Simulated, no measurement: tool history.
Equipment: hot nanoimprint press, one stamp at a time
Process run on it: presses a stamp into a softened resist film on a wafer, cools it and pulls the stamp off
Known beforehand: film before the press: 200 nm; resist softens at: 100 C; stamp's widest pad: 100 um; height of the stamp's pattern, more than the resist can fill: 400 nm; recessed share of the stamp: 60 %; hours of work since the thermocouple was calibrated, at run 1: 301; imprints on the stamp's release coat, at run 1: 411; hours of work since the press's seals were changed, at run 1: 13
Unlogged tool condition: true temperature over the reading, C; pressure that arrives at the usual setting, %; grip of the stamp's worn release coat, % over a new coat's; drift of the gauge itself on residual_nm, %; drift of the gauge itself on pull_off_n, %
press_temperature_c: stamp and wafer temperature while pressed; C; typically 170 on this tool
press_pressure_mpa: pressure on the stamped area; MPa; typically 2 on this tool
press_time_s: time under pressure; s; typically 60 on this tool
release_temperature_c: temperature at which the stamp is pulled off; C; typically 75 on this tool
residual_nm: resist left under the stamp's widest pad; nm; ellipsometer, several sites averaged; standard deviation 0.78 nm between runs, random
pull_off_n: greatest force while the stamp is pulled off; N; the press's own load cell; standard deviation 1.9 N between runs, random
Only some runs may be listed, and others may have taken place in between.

run	hour	press_temperature_c	press_pressure_mpa	press_time_s	release_temperature_c	hours of work since the thermocouple was calibrated	imprints on the stamp's release coat	hours of work since the press's seals were changed	residual_nm	pull_off_n
1	0	170	2	60	75	301	411	13	100.8	152
2	43.8	170	2	60	75	319	510	31	100.5	157
3	106.1	170	2	60	75	346	652	58	100.2	153
# hour 130.5: stamp cleaned and given a new release coat
4	153.2	170	2	60	79	363	51	75	100.7	150
5	222.1	170	2	60	75	392	208	105	100.5	154
6	293.4	170	2	60	75	423	369	135	100.8	155
7	380.5	170	2	60	75	460	567	172	99.9	156
8	430.1	170	2	60	75	481	680	193	100.4	153
# hour 440.6: plate thermocouple calibrated
# hour 446.6: stamp cleaned and given a new release coat
9	498.2	170	2	51	75	22	117	218	106.3	155
10	564.2	170	2	51	75	50	267	246	104.6	156
11	608.3	170	1.4	60	75	69	367	265	116.4	153
12	671.7	170	1.4	60	75	96	511	292	118.4	155
13	712.5	170	2	60	75	113	603	309	101.3	153
# hour 760.6: stamp cleaned and given a new release coat
14	800.5	170	2	60	75	148	90	344	100.6	151
15	865.9	170	2	60	75	175	239	371	100.1	154
16	935.1	170	2.7	60	74	205	396	401	86.3	153
17	1021	170	2.7	60	74	241	591	437	86.8	157
# hour 1072.7: stamp cleaned and given a new release coat
18	1108.2	170	2.02	60	74	276	81	472	99.3	152
19	1180.6	167	2.06	30	68	306	245	502	133.4	169
20	1266.4	178	2.26	106	68	343	440	539	57.7	168
21	1331.7	170	2	38	83	370	588	566	116	144
22	1370.1	170	2	38	83	387	675	583	116.8	142
# hour 1381.4: stamp cleaned and given a new release coat
23	1441.9	170	2	60	75	415	137	611	100.9	152
24	1490.6	170	2	60	75	435	248	631	100	154
25	1549.3	170	2	60	75	460	381	656	101.3	150

Estimate the outcome of run 26 from the log above:
# hour 1606.6: plate thermocouple calibrated
26	1614.6	163	2	57	75	3	522	683	?	?

residual_nm: 128.1 nm
pull_off_n: 152 N
Minus the tool's unlogged condition, the same run would have read residual_nm 128 nm, pull_off_n 151 N.
